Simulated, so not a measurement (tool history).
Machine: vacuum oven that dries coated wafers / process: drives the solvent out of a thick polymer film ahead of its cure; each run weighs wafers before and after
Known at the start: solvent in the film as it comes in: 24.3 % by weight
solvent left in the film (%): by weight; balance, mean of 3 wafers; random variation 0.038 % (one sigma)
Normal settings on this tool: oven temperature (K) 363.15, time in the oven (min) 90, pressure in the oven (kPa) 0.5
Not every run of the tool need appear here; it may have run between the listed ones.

run 1 hour=0 | oven_temperature_(K)=363.15 time_in_the_oven_(min)=90 pressure_in_the_oven_(kPa)=0.5 | solvent_left_in_the_film_(%)=0.99
run 2 hour=12.6 | oven_temperature_(K)=363.15 time_in_the_oven_(min)=90 pressure_in_the_oven_(kPa)=0.5 | solvent_left_in_the_film_(%)=1
run 3 hour=23.9 | oven_temperature_(K)=363.15 time_in_the_oven_(min)=90 pressure_in_the_oven_(kPa)=0.5 | solvent_left_in_the_film_(%)=1.02
run 4 hour=38.6 | oven_temperature_(K)=363.15 time_in_the_oven_(min)=90 pressure_in_the_oven_(kPa)=0.5 | solvent_left_in_the_film_(%)=1.03
run 5 hour=47.9 | oven_temperature_(K)=363.15 time_in_the_oven_(min)=90 pressure_in_the_oven_(kPa)=0.5 | solvent_left_in_the_film_(%)=1.05
run 6 hour=61.4 | oven_temperature_(K)=363.15 time_in_the_oven_(min)=90 pressure_in_the_oven_(kPa)=0.5 | solvent_left_in_the_film_(%)=1.04
run 7 hour=68.7 | oven_temperature_(K)=363.15 time_in_the_oven_(min)=90 pressure_in_the_oven_(kPa)=0.5 | solvent_left_in_the_film_(%)=1.04
run 8 hour=77.9 | oven_temperature_(K)=363.15 time_in_the_oven_(min)=90 pressure_in_the_oven_(kPa)=0.5 | solvent_left_in_the_film_(%)=1.03
run 9 hour=92.9 | oven_temperature_(K)=363.15 time_in_the_oven_(min)=90 pressure_in_the_oven_(kPa)=0.5 | solvent_left_in_the_film_(%)=0.97
run 10 hour=107.8 | oven_temperature_(K)=363.15 time_in_the_oven_(min)=90 pressure_in_the_oven_(kPa)=0.965 | solvent_left_in_the_film_(%)=1.35
run 11 hour=122.7 | oven_temperature_(K)=357.15 time_in_the_oven_(min)=90 pressure_in_the_oven_(kPa)=0.965 | solvent_left_in_the_film_(%)=2.35
run 12 hour=139.3 | oven_temperature_(K)=357.15 time_in_the_oven_(min)=90 pressure_in_the_oven_(kPa)=0.965 | solvent_left_in_the_film_(%)=2.3
run 13 hour=149.2 | oven_temperature_(K)=357.15 time_in_the_oven_(min)=90 pressure_in_the_oven_(kPa)=0.965 | solvent_left_in_the_film_(%)=2.36
run 14 hour=158.1 | oven_temperature_(K)=357.15 time_in_the_oven_(min)=90 pressure_in_the_oven_(kPa)=0.965 | solvent_left_in_the_film_(%)=2.31
run 15 hour=171.6 | oven_temperature_(K)=357.15 time_in_the_oven_(min)=90 pressure_in_the_oven_(kPa)=0.965 | solvent_left_in_the_film_(%)=2.32
run 16 hour=185.7 | oven_temperature_(K)=363.15 time_in_the_oven_(min)=90 pressure_in_the_oven_(kPa)=0.5 | solvent_left_in_the_film_(%)=0.99
run 17 hour=201.8 | oven_temperature_(K)=374.15 time_in_the_oven_(min)=90 pressure_in_the_oven_(kPa)=1.759 | solvent_left_in_the_film_(%)=0.92
run 18 hour=213.8 | oven_temperature_(K)=374.15 time_in_the_oven_(min)=90 pressure_in_the_oven_(kPa)=1.759 | solvent_left_in_the_film_(%)=0.93
run 19 hour=230.5 | oven_temperature_(K)=363.15 time_in_the_oven_(min)=90 pressure_in_the_oven_(kPa)=0.854 | solvent_left_in_the_film_(%)=1.26
run 20 hour=243 | oven_temperature_(K)=370.15 time_in_the_oven_(min)=56 pressure_in_the_oven_(kPa)=1.24 | solvent_left_in_the_film_(%)=1.7
run 21 hour=254.2 | oven_temperature_(K)=361.15 time_in_the_oven_(min)=48 pressure_in_the_oven_(kPa)=0.587 | solvent_left_in_the_film_(%)=4.21
run 22 hour=267.1 | oven_temperature_(K)=376.15 time_in_the_oven_(min)=95 pressure_in_the_oven_(kPa)=0.587 | solvent_left_in_the_film_(%)=0.26
run 23 hour=274.6 | oven_temperature_(K)=363.15 time_in_the_oven_(min)=136 pressure_in_the_oven_(kPa)=0.5 | solvent_left_in_the_film_(%)=0.47
run 24 hour=287.3 | oven_temperature_(K)=363.15 time_in_the_oven_(min)=136 pressure_in_the_oven_(kPa)=0.5 | solvent_left_in_the_film_(%)=0.45
run 25 hour=295.5 | oven_temperature_(K)=363.15 time_in_the_oven_(min)=136 pressure_in_the_oven_(kPa)=0.5 | solvent_left_in_the_film_(%)=0.46
run 26 hour=308.1 | oven_temperature_(K)=363.15 time_in_the_oven_(min)=49 pressure_in_the_oven_(kPa)=1.506 | solvent_left_in_the_film_(%)=4
run 27 hour=315.6 | oven_temperature_(K)=363.15 time_in_the_oven_(min)=78 pressure_in_the_oven_(kPa)=0.437 | solvent_left_in_the_film_(%)=1.34
run 28 hour=329.3 | oven_temperature_(K)=358.15 time_in_the_oven_(min)=90 pressure_in_the_oven_(kPa)=1.261 | solvent_left_in_the_film_(%)=2.37
run 29 hour=340.7 | oven_temperature_(K)=358.15 time_in_the_oven_(min)=90 pressure_in_the_oven_(kPa)=1.261 | solvent_left_in_the_film_(%)=2.46
run 30 hour=348.4 | oven_temperature_(K)=374.15 time_in_the_oven_(min)=90 pressure_in_the_oven_(kPa)=0.582 | solvent_left_in_the_film_(%)=0.41
run 31 hour=358.6 | oven_temperature_(K)=374.15 time_in_the_oven_(min)=90 pressure_in_the_oven_(kPa)=0.582 | solvent_left_in_the_film_(%)=0.38
run 32 hour=367.2 | oven_temperature_(K)=373.15 time_in_the_oven_(min)=88 pressure_in_the_oven_(kPa)=0.582 | solvent_left_in_the_film_(%)=0.4

Withheld: 1 entry from between the runs. Position of each, and hidden state at the listed run before versus the listed run after:
From run 11 to run 12: oven's thermocouples calibrated (hour 136.8)
  true wafer temperature over the reading, C: 0.06 -> 0
